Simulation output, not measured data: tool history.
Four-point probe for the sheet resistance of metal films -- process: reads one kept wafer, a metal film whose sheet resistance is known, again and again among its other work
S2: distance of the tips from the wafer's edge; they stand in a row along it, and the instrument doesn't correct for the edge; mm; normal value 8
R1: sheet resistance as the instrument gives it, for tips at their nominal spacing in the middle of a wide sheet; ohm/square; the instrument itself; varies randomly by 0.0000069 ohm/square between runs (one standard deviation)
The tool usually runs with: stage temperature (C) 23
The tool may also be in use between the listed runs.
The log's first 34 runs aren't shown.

run 35 hour=1700.6 | stage_temperature_(C)=22 S2=8 | R1=0.034534
run 36 hour=1744.5 | stage_temperature_(C)=22 S2=8 | R1=0.034537
run 37 hour=1777.7 | stage_temperature_(C)=22 S2=8 | R1=0.034528
run 38 hour=1809.4 | stage_temperature_(C)=22 S2=8 | R1=0.034529
run 39 hour=1866.8 | stage_temperature_(C)=18 S2=58 | R1=0.034343
run 40 hour=1903.5 | stage_temperature_(C)=32 S2=58 | R1=0.034625
run 41 hour=1969.1 | stage_temperature_(C)=32 S2=58 | R1=0.034626
run 42 hour=2027.5 | stage_temperature_(C)=29 S2=6 | R1=0.034785
run 43 hour=2091.3 | stage_temperature_(C)=29 S2=6 | R1=0.034784
run 44 hour=2129.6 | stage_temperature_(C)=29 S2=6 | R1=0.03481
run 45 hour=2190 | stage_temperature_(C)=34 S2=22 | R1=0.034697

Below are 3 alternative next runs, each starting from the tool's condition after run 45. Predict each:
run A hour=2230.1 | stage_temperature_(C)=27 S2=5 | R1=?
run B hour=2230.1 | stage_temperature_(C)=26 S2=74 | R1=?
run C hour=2230.1 | stage_temperature_(C)=34 S2=47 | R1=?

run=A R1=0.034835
run=B R1=0.034548
run=C R1=0.034696
With no hidden state in the tool, these same runs would have given:
run=A R1=0.034777
run=B R1=0.03449
run=C R1=0.034639

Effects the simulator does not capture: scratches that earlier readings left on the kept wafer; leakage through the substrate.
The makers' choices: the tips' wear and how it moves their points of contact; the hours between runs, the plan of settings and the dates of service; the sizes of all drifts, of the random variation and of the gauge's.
